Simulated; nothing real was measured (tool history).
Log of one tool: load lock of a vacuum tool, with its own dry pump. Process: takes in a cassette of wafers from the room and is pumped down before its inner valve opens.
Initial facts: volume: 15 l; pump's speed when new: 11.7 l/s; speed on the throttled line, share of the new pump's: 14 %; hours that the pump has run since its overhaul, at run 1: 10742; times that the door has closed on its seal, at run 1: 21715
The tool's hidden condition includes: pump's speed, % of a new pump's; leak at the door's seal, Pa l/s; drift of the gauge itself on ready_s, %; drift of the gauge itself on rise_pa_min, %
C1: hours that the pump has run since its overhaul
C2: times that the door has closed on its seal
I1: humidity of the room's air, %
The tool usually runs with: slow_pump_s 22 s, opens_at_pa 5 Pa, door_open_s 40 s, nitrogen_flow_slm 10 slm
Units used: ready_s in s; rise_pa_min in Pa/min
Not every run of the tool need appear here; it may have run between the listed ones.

{"run": 1, "day": 0.0, "slow_pump_s": 22, "opens_at_pa": 5, "door_open_s": 40, "nitrogen_flow_slm": 10, "C1": 10742, "C2": 21715, "I1": 44.5, "ready_s": 31.8, "rise_pa_min": 0.044}
{"run": 2, "day": 6.233, "slow_pump_s": 22, "opens_at_pa": 5, "door_open_s": 40, "nitrogen_flow_slm": 26, "C1": 10891, "C2": 22178, "I1": 46.9, "ready_s": 31.7, "rise_pa_min": 0.032}
{"run": 3, "day": 21.321, "slow_pump_s": 22, "opens_at_pa": 5, "door_open_s": 40, "nitrogen_flow_slm": 26, "C1": 11254, "C2": 23298, "I1": 46.1, "ready_s": 31.8, "rise_pa_min": 0.035}
{"run": 4, "day": 36.629, "slow_pump_s": 22, "opens_at_pa": 5, "door_open_s": 130, "nitrogen_flow_slm": 10, "C1": 11621, "C2": 24434, "I1": 40.7, "ready_s": 31.7, "rise_pa_min": 0.076}
{"run": 5, "day": 43.104, "slow_pump_s": 22, "opens_at_pa": 5, "door_open_s": 130, "nitrogen_flow_slm": 10, "C1": 11776, "C2": 24915, "I1": 46.6, "ready_s": 31.8, "rise_pa_min": 0.091}
{"run": 6, "day": 58.208, "slow_pump_s": 22, "opens_at_pa": 9, "door_open_s": 40, "nitrogen_flow_slm": 10, "C1": 12139, "C2": 26036, "I1": 43.3, "ready_s": 30.9, "rise_pa_min": 0.048}
{"day": 60.767, "done": "door's seal changed, seat wiped"}
{"run": 7, "day": 64.658, "slow_pump_s": 22, "opens_at_pa": 9, "door_open_s": 40, "nitrogen_flow_slm": 10, "C1": 12292, "C2": 289, "I1": 46.2, "ready_s": 30.8, "rise_pa_min": 0.043}
{"run": 8, "day": 76.938, "slow_pump_s": 22, "opens_at_pa": 9, "door_open_s": 40, "nitrogen_flow_slm": 10, "C1": 12587, "C2": 1200, "I1": 46.6, "ready_s": 31.0, "rise_pa_min": 0.047}
{"run": 9, "day": 89.808, "slow_pump_s": 22, "opens_at_pa": 9, "door_open_s": 61, "nitrogen_flow_slm": 10, "C1": 12896, "C2": 2156, "I1": 46.3, "ready_s": 31.4, "rise_pa_min": 0.061}
{"run": 10, "day": 97.725, "slow_pump_s": 22, "opens_at_pa": 5, "door_open_s": 40, "nitrogen_flow_slm": 10, "C1": 13086, "C2": 2744, "I1": 43.6, "ready_s": 31.7, "rise_pa_min": 0.045}
{"run": 11, "day": 111.512, "slow_pump_s": 22, "opens_at_pa": 5, "door_open_s": 40, "nitrogen_flow_slm": 10, "C1": 13417, "C2": 3767, "I1": 47.0, "ready_s": 31.9, "rise_pa_min": 0.044}
{"run": 12, "day": 120.65, "slow_pump_s": 22, "opens_at_pa": 5, "door_open_s": 40, "nitrogen_flow_slm": 10, "C1": 13636, "C2": 4446, "I1": 42.2, "ready_s": 31.9, "rise_pa_min": 0.045}
{"run": 13, "day": 128.479, "slow_pump_s": 18, "opens_at_pa": 5, "door_open_s": 40, "nitrogen_flow_slm": 10, "C1": 13824, "C2": 5027, "I1": 45.9, "ready_s": 28.6, "rise_pa_min": 0.044}
{"run": 14, "day": 137.467, "slow_pump_s": 18, "opens_at_pa": 5, "door_open_s": 40, "nitrogen_flow_slm": 10, "C1": 14040, "C2": 5694, "I1": 43.1, "ready_s": 28.6, "rise_pa_min": 0.047}
{"run": 15, "day": 149.225, "slow_pump_s": 18, "opens_at_pa": 5, "door_open_s": 40, "nitrogen_flow_slm": 10, "C1": 14322, "C2": 6567, "I1": 44.1, "ready_s": 28.2, "rise_pa_min": 0.044}
{"run": 16, "day": 157.038, "slow_pump_s": 12, "opens_at_pa": 5, "door_open_s": 40, "nitrogen_flow_slm": 10, "C1": 14509, "C2": 7147, "I1": 41.3, "ready_s": 23.2, "rise_pa_min": 0.042}
{"run": 17, "day": 166.758, "slow_pump_s": 12, "opens_at_pa": 5, "door_open_s": 40, "nitrogen_flow_slm": 10, "C1": 14743, "C2": 7869, "I1": 47.8, "ready_s": 23.2, "rise_pa_min": 0.047}
{"run": 18, "day": 177.488, "slow_pump_s": 22, "opens_at_pa": 5, "door_open_s": 40, "nitrogen_flow_slm": 10, "C1": 15000, "C2": 8666, "I1": 46.1, "ready_s": 31.8, "rise_pa_min": 0.044}
{"run": 19, "day": 191.792, "slow_pump_s": 22, "opens_at_pa": 5, "door_open_s": 40, "nitrogen_flow_slm": 10, "C1": 15343, "C2": 9727, "I1": 46.6, "ready_s": 31.7, "rise_pa_min": 0.038}
{"run": 20, "day": 206.862, "slow_pump_s": 22, "opens_at_pa": 5, "door_open_s": 39, "nitrogen_flow_slm": 6, "C1": 15705, "C2": 10846, "I1": 44.3, "ready_s": 31.9, "rise_pa_min": 0.058}
{"run": 21, "day": 218.0, "slow_pump_s": 22, "opens_at_pa": 5, "door_open_s": 39, "nitrogen_flow_slm": 6, "C1": 15972, "C2": 11673, "I1": 46.2, "ready_s": 31.6, "rise_pa_min": 0.059}
{"run": 22, "day": 228.296, "slow_pump_s": 22, "opens_at_pa": 10, "door_open_s": 40, "nitrogen_flow_slm": 10, "C1": 16219, "C2": 12438, "I1": 45.9, "ready_s": 30.8, "rise_pa_min": 0.043}
{"run": 23, "day": 238.454, "slow_pump_s": 22, "opens_at_pa": 10, "door_open_s": 40, "nitrogen_flow_slm": 10, "C1": 16463, "C2": 13192, "I1": 46.1, "ready_s": 30.9, "rise_pa_min": 0.048}
{"run": 24, "day": 251.25, "slow_pump_s": 22, "opens_at_pa": 10, "door_open_s": 40, "nitrogen_flow_slm": 10, "C1": 16770, "C2": 14142, "I1": 45.9, "ready_s": 30.7, "rise_pa_min": 0.05}
{"run": 25, "day": 266.346, "slow_pump_s": 22, "opens_at_pa": 6, "door_open_s": 133, "nitrogen_flow_slm": 10, "C1": 17133, "C2": 15262, "I1": 47.4, "ready_s": 31.5, "rise_pa_min": 0.083}
{"run": 26, "day": 276.55, "slow_pump_s": 22, "opens_at_pa": 6, "door_open_s": 53, "nitrogen_flow_slm": 10, "C1": 17378, "C2": 16020, "I1": 45.5, "ready_s": 31.8, "rise_pa_min": 0.056}
{"run": 27, "day": 288.017, "slow_pump_s": 29, "opens_at_pa": 5, "door_open_s": 40, "nitrogen_flow_slm": 10, "C1": 17653, "C2": 16872, "I1": 46.1, "ready_s": 37.9, "rise_pa_min": 0.042}
{"run": 28, "day": 301.246, "slow_pump_s": 32, "opens_at_pa": 9, "door_open_s": 35, "nitrogen_flow_slm": 10, "C1": 17970, "C2": 17854, "I1": 43.5, "ready_s": 39.6, "rise_pa_min": 0.04}
{"run": 29, "day": 316.062, "slow_pump_s": 32, "opens_at_pa": 9, "door_open_s": 35, "nitrogen_flow_slm": 10, "C1": 18326, "C2": 18954, "I1": 47.4, "ready_s": 39.8, "rise_pa_min": 0.041}
{"run": 30, "day": 328.062, "slow_pump_s": 32, "opens_at_pa": 9, "door_open_s": 35, "nitrogen_flow_slm": 10, "C1": 18614, "C2": 19845, "I1": 47.5, "ready_s": 39.6, "rise_pa_min": 0.045}
{"run": 31, "day": 339.783, "slow_pump_s": 22, "opens_at_pa": 5, "door_open_s": 63, "nitrogen_flow_slm": 39, "C1": 18895, "C2": 20715, "I1": 42.4, "ready_s": 31.8, "rise_pa_min": 0.033}
{"day": 343.683, "done": "dry pump taken out, an overhauled one fitted"}
{"run": 32, "day": 350.892, "slow_pump_s": 22, "opens_at_pa": 5, "door_open_s": 63, "nitrogen_flow_slm": 39, "C1": 173, "C2": 21521, "I1": 42.7, "ready_s": 31.8, "rise_pa_min": 0.026}
{"run": 33, "day": 357.633, "slow_pump_s": 16, "opens_at_pa": 6, "door_open_s": 160, "nitrogen_flow_slm": 16, "C1": 335, "C2": 22021, "I1": 46.3, "ready_s": 26.4, "rise_pa_min": 0.078}
{"run": 34, "day": 367.238, "slow_pump_s": 16, "opens_at_pa": 6, "door_open_s": 160, "nitrogen_flow_slm": 16, "C1": 565, "C2": 22734, "I1": 46.3, "ready_s": 26.3, "rise_pa_min": 0.075}

Run 35 has not been measured yet. What should we expect?
{"run": 35, "day": 382.112, "slow_pump_s": 16, "opens_at_pa": 6, "door_open_s": 160, "nitrogen_flow_slm": 16, "C1": 922, "C2": 23839, "I1": 47.6, "ready_s": "?", "rise_pa_min": "?"}

Logged for run 35: ready_s 26.2 s, rise_pa_min 0.073 Pa/min.
Had the tool carried no hidden state, the very same run would have given ready_s 26.2 s, rise_pa_min 0.071 Pa/min.
